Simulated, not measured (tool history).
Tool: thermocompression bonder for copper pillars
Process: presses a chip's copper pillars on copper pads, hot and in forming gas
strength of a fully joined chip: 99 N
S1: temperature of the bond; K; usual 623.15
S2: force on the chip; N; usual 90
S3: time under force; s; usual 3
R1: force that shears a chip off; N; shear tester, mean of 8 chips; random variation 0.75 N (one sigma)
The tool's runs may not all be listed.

run,hour,S1,S2,S3,R1
1,0,623.15,90,3,49.5
2,8.6,623.15,90,3,48.7
3,16.3,623.15,90,3,49.2
4,23.7,623.15,123,3,62.8
# hour 33.2: forming gas filter changed
5,33.2,623.15,123,3,68.2
6,43,623.15,61,3,36.2
7,51.5,623.15,90,3,50.5
8,57.3,594.15,64,3,27.3
9,62.5,594.15,64,3,27.6
10,67,594.15,64,3,27
11,76.7,631.15,57,4,39.4

The next listed run, before its measurement:
12,84.4,631.15,78,7,?

Run 12 gave R1 63.7 N.
Without the tool's hidden state the same run would have given R1 67 N.
